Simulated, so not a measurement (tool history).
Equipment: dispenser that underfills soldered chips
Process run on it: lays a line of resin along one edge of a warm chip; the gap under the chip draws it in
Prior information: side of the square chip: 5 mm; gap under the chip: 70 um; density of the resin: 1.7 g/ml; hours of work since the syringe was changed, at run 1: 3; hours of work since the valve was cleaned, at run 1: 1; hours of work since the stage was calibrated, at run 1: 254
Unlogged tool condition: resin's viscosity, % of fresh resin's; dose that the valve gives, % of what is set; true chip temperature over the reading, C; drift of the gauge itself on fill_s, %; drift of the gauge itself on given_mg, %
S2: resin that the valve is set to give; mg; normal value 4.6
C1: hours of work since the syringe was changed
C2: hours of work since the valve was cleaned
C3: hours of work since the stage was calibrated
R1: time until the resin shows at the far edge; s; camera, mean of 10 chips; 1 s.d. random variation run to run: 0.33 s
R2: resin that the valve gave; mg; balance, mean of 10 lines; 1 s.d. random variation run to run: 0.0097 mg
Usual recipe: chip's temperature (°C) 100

{"run": 1, "hour": 0.0, "chip's temperature (°C)": 100, "S2": 4.6, "C1": 3, "C2": 1, "C3": 254, "R1": 17.9, "R2": 4.61}
{"hour": 5.1, "done": "new syringe of resin"}
{"run": 2, "hour": 9.7, "chip's temperature (°C)": 100, "S2": 4.6, "C1": 3, "C2": 7, "C3": 260, "R1": 18.3, "R2": 4.578}
{"hour": 14.8, "done": "new syringe of resin"}
{"run": 3, "hour": 22.8, "chip's temperature (°C)": 99, "S2": 4.6, "C1": 5, "C2": 16, "C3": 268, "R1": 22.2, "R2": 4.556}
{"hour": 24.3, "done": "new syringe of resin"}
{"hour": 33.9, "done": "new syringe of resin"}
{"run": 4, "hour": 36.6, "chip's temperature (°C)": 99, "S2": 4.6, "C1": 2, "C2": 25, "C3": 277, "R1": 17.1, "R2": 4.499}
{"hour": 43.6, "done": "new syringe of resin"}
{"run": 5, "hour": 48.5, "chip's temperature (°C)": 100, "S2": 4.6, "C1": 3, "C2": 32, "C3": 285, "R1": 18.5, "R2": 4.487}
{"hour": 52.7, "done": "new syringe of resin"}
{"run": 6, "hour": 55.8, "chip's temperature (°C)": 100, "S2": 4.6, "C1": 2, "C2": 37, "C3": 289, "R1": 16.9, "R2": 4.463}
{"hour": 62.3, "done": "new syringe of resin"}
{"hour": 63.3, "done": "dispensing valve cleaned and set on the balance"}
{"run": 7, "hour": 66.7, "chip's temperature (°C)": 109, "S2": 4.6, "C1": 2, "C2": 2, "C3": 296, "R1": 12.6, "R2": 4.558}
{"hour": 72.5, "done": "new syringe of resin"}
{"run": 8, "hour": 74.7, "chip's temperature (°C)": 109, "S2": 4.26, "C1": 1, "C2": 7, "C3": 301, "R1": 12.3, "R2": 4.239}
{"hour": 82.1, "done": "new syringe of resin"}
{"run": 9, "hour": 84.6, "chip's temperature (°C)": 109, "S2": 4.26, "C1": 2, "C2": 14, "C3": 307, "R1": 12.6, "R2": 4.199}
{"hour": 91.7, "done": "new syringe of resin"}
{"run": 10, "hour": 99.8, "chip's temperature (°C)": 109, "S2": 4.26, "C1": 5, "C2": 24, "C3": 317, "R1": 15.7, "R2": 4.182}
{"hour": 101.5, "done": "new syringe of resin"}
{"run": 11, "hour": 108.9, "chip's temperature (°C)": 109, "S2": 4.26, "C1": 5, "C2": 29, "C3": 323, "R1": 15.2, "R2": 4.161}
{"hour": 111.4, "done": "new syringe of resin"}
{"hour": 121.2, "done": "new syringe of resin"}
{"run": 12, "hour": 125.3, "chip's temperature (°C)": 109, "S2": 4.26, "C1": 3, "C2": 40, "C3": 333, "R1": 12.4, "R2": 4.115}
{"hour": 127.6, "done": "dispensing valve cleaned and set on the balance"}
{"hour": 132.0, "done": "new syringe of resin"}
{"hour": 141.2, "done": "new syringe of resin"}
{"run": 13, "hour": 142.0, "chip's temperature (°C)": 109, "S2": 4.26, "C1": 1, "C2": 9, "C3": 343, "R1": 11.4, "R2": 4.186}
{"hour": 150.2, "done": "new syringe of resin"}
{"run": 14, "hour": 157.5, "chip's temperature (°C)": 109, "S2": 5.24, "C1": 5, "C2": 19, "C3": 354, "R1": 14.1, "R2": 5.134}
{"hour": 159.9, "done": "new syringe of resin"}
{"hour": 169.3, "done": "new syringe of resin"}
{"run": 15, "hour": 170.1, "chip's temperature (°C)": 115, "S2": 4.6, "C1": 1, "C2": 27, "C3": 362, "R1": 9.5, "R2": 4.473}
{"hour": 178.5, "done": "new syringe of resin"}
{"hour": 187.5, "done": "new syringe of resin"}
{"run": 16, "hour": 187.5, "chip's temperature (°C)": 115, "S2": 4.5, "C1": 0, "C2": 38, "C3": 373, "R1": 8.4, "R2": 4.319}
{"hour": 193.0, "done": "dispensing valve cleaned and set on the balance"}
{"hour": 197.7, "done": "new syringe of resin"}
{"run": 17, "hour": 201.2, "chip's temperature (°C)": 100, "S2": 3.94, "C1": 2, "C2": 5, "C3": 381, "R1": 18.7, "R2": 3.906}
{"hour": 206.8, "done": "new syringe of resin"}
{"run": 18, "hour": 212.1, "chip's temperature (°C)": 106, "S2": 4.07, "C1": 4, "C2": 12, "C3": 388, "R1": 15.6, "R2": 4.019}
{"hour": 216.4, "done": "new syringe of resin"}
{"hour": 225.9, "done": "new syringe of resin"}
{"run": 19, "hour": 228.3, "chip's temperature (°C)": 106, "S2": 4.07, "C1": 2, "C2": 23, "C3": 398, "R1": 12.9, "R2": 3.994}
{"hour": 234.9, "done": "new syringe of resin"}
{"hour": 241.3, "done": "stage's temperature calibrated"}
{"hour": 245.5, "done": "new syringe of resin"}
{"run": 20, "hour": 245.5, "chip's temperature (°C)": 92, "S2": 3.92, "C1": 0, "C2": 33, "C3": 3, "R1": 20.7, "R2": 3.782}
{"run": 21, "hour": 252.9, "chip's temperature (°C)": 92, "S2": 3.92, "C1": 5, "C2": 38, "C3": 7, "R1": 28.1, "R2": 3.798}
{"hour": 254.6, "done": "new syringe of resin"}
{"hour": 259.2, "done": "dispensing valve cleaned and set on the balance"}
{"hour": 265.6, "done": "new syringe of resin"}
{"run": 22, "hour": 270.8, "chip's temperature (°C)": 92, "S2": 3.92, "C1": 3, "C2": 7, "C3": 18, "R1": 25.6, "R2": 3.888}
{"hour": 274.9, "done": "new syringe of resin"}
{"run": 23, "hour": 283.3, "chip's temperature (°C)": 90, "S2": 4.87, "C1": 6, "C2": 16, "C3": 26, "R1": 29.5, "R2": 4.811}

What will run 24 give?
{"hour": 284.7, "done": "new syringe of resin"}
{"hour": 294.8, "done": "new syringe of resin"}
{"run": 24, "hour": 299.5, "chip's temperature (°C)": 112, "S2": 4.1, "C1": 3, "C2": 26, "C3": 37, "R1": "?", "R2": "?"}

{"run 24": {"R1": 11.5, "R2": 4.031}}
On a tool with no hidden condition, and with the same random variation, this run would have come out at R1 9.4 s, R2 4.122 mg.

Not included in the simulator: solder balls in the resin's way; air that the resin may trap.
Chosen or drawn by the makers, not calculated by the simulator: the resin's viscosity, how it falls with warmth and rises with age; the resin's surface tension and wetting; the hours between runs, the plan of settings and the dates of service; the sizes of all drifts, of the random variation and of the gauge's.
